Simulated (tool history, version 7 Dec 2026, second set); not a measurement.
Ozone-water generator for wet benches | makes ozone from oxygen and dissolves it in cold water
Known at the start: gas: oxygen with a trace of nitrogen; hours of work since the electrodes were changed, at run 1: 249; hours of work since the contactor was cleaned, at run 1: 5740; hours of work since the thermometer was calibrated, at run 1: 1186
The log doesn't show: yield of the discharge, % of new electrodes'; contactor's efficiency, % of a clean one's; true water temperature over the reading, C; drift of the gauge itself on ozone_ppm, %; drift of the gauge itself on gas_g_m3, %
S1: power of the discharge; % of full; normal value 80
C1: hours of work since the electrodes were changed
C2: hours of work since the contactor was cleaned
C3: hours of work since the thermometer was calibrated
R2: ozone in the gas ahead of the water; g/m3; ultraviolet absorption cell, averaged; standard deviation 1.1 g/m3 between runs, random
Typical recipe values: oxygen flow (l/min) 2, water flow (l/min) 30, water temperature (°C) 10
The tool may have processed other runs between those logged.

run 1 hour=0 | S1=80 oxygen_flow_(l/min)=2 water_flow_(l/min)=30 water_temperature_(°C)=10 | C1=249 C2=5740 C3=1186 | dissolved_ozone_(ppm)=6.8 R2=197.5
run 2 hour=71.1 | S1=80 oxygen_flow_(l/min)=2 water_flow_(l/min)=30 water_temperature_(°C)=10 | C1=317 C2=5808 C3=1255 | dissolved_ozone_(ppm)=6.8 R2=197.6
run 3 hour=137.4 | S1=80 oxygen_flow_(l/min)=2 water_flow_(l/min)=30 water_temperature_(°C)=10 | C1=382 C2=5873 C3=1319 | dissolved_ozone_(ppm)=6.9 R2=196.4
run 4 hour=184.1 | S1=80 oxygen_flow_(l/min)=2 water_flow_(l/min)=30 water_temperature_(°C)=10 | C1=427 C2=5918 C3=1364 | dissolved_ozone_(ppm)=6.8 R2=195.7
run 5 hour=259.4 | S1=80 oxygen_flow_(l/min)=2 water_flow_(l/min)=30 water_temperature_(°C)=10 | C1=499 C2=5990 C3=1437 | dissolved_ozone_(ppm)=6.8 R2=195.5
run 6 hour=334 | S1=80 oxygen_flow_(l/min)=2 water_flow_(l/min)=30 water_temperature_(°C)=10 | C1=571 C2=6062 C3=1509 | dissolved_ozone_(ppm)=6.8 R2=195.1
run 7 hour=394.9 | S1=80 oxygen_flow_(l/min)=2 water_flow_(l/min)=30 water_temperature_(°C)=10 | C1=630 C2=6121 C3=1568 | dissolved_ozone_(ppm)=6.8 R2=194.8
run 8 hour=470.9 | S1=80 oxygen_flow_(l/min)=2 water_flow_(l/min)=30 water_temperature_(°C)=10 | C1=704 C2=6195 C3=1641 | dissolved_ozone_(ppm)=6.9 R2=195.1
-- hour=514.4 contactor cleaned
run 9 hour=559.8 | S1=80 oxygen_flow_(l/min)=2 water_flow_(l/min)=30 water_temperature_(°C)=10 | C1=786 C2=44 C3=1723 | dissolved_ozone_(ppm)=6.4 R2=196.2
run 10 hour=606 | S1=80 oxygen_flow_(l/min)=2 water_flow_(l/min)=30 water_temperature_(°C)=10 | C1=830 C2=88 C3=1768 | dissolved_ozone_(ppm)=6.6 R2=194.4
run 11 hour=678.5 | S1=80 oxygen_flow_(l/min)=2 water_flow_(l/min)=31 water_temperature_(°C)=10 | C1=900 C2=158 C3=1838 | dissolved_ozone_(ppm)=6.2 R2=195.1
run 12 hour=760.5 | S1=80 oxygen_flow_(l/min)=2 water_flow_(l/min)=31 water_temperature_(°C)=10 | C1=980 C2=238 C3=1917 | dissolved_ozone_(ppm)=6.6 R2=195.3
-- hour=777.9 contactor cleaned, once more
run 13 hour=838.9 | S1=85 oxygen_flow_(l/min)=2 water_flow_(l/min)=43 water_temperature_(°C)=18 | C1=1051 C2=59 C3=1989 | dissolved_ozone_(ppm)=4.4 R2=200
run 14 hour=899.6 | S1=48 oxygen_flow_(l/min)=2.14 water_flow_(l/min)=32 water_temperature_(°C)=7 | C1=1110 C2=118 C3=2047 | dissolved_ozone_(ppm)=4.6 R2=131.1
run 15 hour=950.9 | S1=88 oxygen_flow_(l/min)=2.14 water_flow_(l/min)=32 water_temperature_(°C)=14 | C1=1160 C2=167 C3=2097 | dissolved_ozone_(ppm)=6.8 R2=199.1
run 16 hour=1036.6 | S1=84 oxygen_flow_(l/min)=3.37 water_flow_(l/min)=41 water_temperature_(°C)=12 | C1=1242 C2=250 C3=2180 | dissolved_ozone_(ppm)=5.4 R2=145.9
run 17 hour=1122.1 | S1=84 oxygen_flow_(l/min)=3.37 water_flow_(l/min)=41 water_temperature_(°C)=9 | C1=1325 C2=332 C3=2262 | dissolved_ozone_(ppm)=5.5 R2=147
run 18 hour=1187.4 | S1=84 oxygen_flow_(l/min)=3.37 water_flow_(l/min)=41 water_temperature_(°C)=9 | C1=1388 C2=396 C3=2325 | dissolved_ozone_(ppm)=5.4 R2=146.8
run 19 hour=1235.1 | S1=62 oxygen_flow_(l/min)=2.99 water_flow_(l/min)=23 water_temperature_(°C)=13 | C1=1434 C2=442 C3=2371 | dissolved_ozone_(ppm)=8.3 R2=127.8
run 20 hour=1280.3 | S1=43 oxygen_flow_(l/min)=2 water_flow_(l/min)=30 water_temperature_(°C)=10 | C1=1478 C2=485 C3=2415 | dissolved_ozone_(ppm)=4.5 R2=126.2
run 21 hour=1350.6 | S1=80 oxygen_flow_(l/min)=1.08 water_flow_(l/min)=30 water_temperature_(°C)=7 | C1=1546 C2=553 C3=2483 | dissolved_ozone_(ppm)=5.8 R2=279.3

Forecast each of these 5 alternatives for the next run:
run A hour=1390.1 | S1=93 oxygen_flow_(l/min)=3.34 water_flow_(l/min)=30 water_temperature_(°C)=6 | C1=1584 C2=591 C3=2521 | dissolved_ozone_(ppm)=? R2=?
run B hour=1390.1 | S1=83 oxygen_flow_(l/min)=1.53 water_flow_(l/min)=30 water_temperature_(°C)=7 | C1=1584 C2=591 C3=2521 | dissolved_ozone_(ppm)=? R2=?
run C hour=1390.1 | S1=58 oxygen_flow_(l/min)=1.47 water_flow_(l/min)=28 water_temperature_(°C)=10 | C1=1584 C2=591 C3=2521 | dissolved_ozone_(ppm)=? R2=?
run D hour=1390.1 | S1=79 oxygen_flow_(l/min)=2 water_flow_(l/min)=30 water_temperature_(°C)=5 | C1=1584 C2=591 C3=2521 | dissolved_ozone_(ppm)=? R2=?
run E hour=1390.1 | S1=41 oxygen_flow_(l/min)=1.08 water_flow_(l/min)=30 water_temperature_(°C)=7 | C1=1584 C2=591 C3=2521 | dissolved_ozone_(ppm)=? R2=?

run=A dissolved_ozone_(ppm)=8.9 R2=156.7
run=B dissolved_ozone_(ppm)=6.7 R2=229.8
run=C dissolved_ozone_(ppm)=5.3 R2=186.7
run=D dissolved_ozone_(ppm)=6.8 R2=191.1
run=E dissolved_ozone_(ppm)=3.6 R2=174.9
Without the tool's hidden state the same runs would have given:
run=A dissolved_ozone_(ppm)=9.2 R2=160.8
run=B dissolved_ozone_(ppm)=6.9 R2=235.5
run=C dissolved_ozone_(ppm)=5.5 R2=190.3
run=D dissolved_ozone_(ppm)=7 R2=195.6
run=E dissolved_ozone_(ppm)=3.7 R2=177.3

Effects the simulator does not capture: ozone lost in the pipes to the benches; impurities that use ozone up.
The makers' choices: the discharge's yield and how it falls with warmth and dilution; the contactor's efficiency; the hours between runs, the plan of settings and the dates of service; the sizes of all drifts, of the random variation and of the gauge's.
